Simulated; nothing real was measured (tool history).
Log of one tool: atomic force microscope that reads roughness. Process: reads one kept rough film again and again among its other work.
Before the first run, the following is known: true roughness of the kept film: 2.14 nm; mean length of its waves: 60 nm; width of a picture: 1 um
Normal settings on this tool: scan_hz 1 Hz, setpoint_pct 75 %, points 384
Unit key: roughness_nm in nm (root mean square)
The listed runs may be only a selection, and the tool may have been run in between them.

run   hour  scan_hz  setpoint_pct  points  roughness_nm
  1      0        1            75     384         1.927
  2   35.5        1            75     384         1.905
  3   53.5     1.26            75     384         1.856
  4   81.4     1.26            75     384         1.824
     107.6  -- new tip fitted
  5  108.4        1            75     901          1.95
  6  132.6        1            75     901         1.952
  7    155        1            75     901          1.91
  8  172.1        1            75     384         1.908
  9  196.4     1.27            75     384         1.837
 10  231.4     1.27            75     384         1.818
     234.3  -- new tip fitted
 11  267.4     1.27            75     384         1.899
 12  302.2     1.27            70     417         1.901
 13  327.5        1            66     329         1.914
 14    353      0.7            64     384         1.937
     361.9  -- new tip fitted
 15  371.7     1.29            69     981         1.958
 16  392.2     1.29            69     981          1.94
 17  425.8     2.06            85     908         1.623
 18  445.8     2.06            85     908         1.609
 19  479.8     2.06            85     908         1.582
     490.3  -- new tip fitted
 20  507.2     2.06            85     908         1.681
 21  521.9     2.12            82     550         1.683
 22  553.9     1.49            81     495         1.768

Consider 4 possible next runs. They are alternatives, not a sequence: every one starts from the tool as it was left by run 22. What does each give?
  A  582.3     1.49            81     649             ?
  B  582.3     2.48            75     384             ?
  C  582.3        1            68     435             ?
  D  582.3     3.21            81     495             ?

run  roughness_nm
  A         1.735
  B         1.698
  C         1.896
  D         1.509
Stripped of hidden state, with their random variation kept, the same runs would have yielded:
run  roughness_nm
  A         1.805
  B         1.766
  C         1.972
  D         1.569
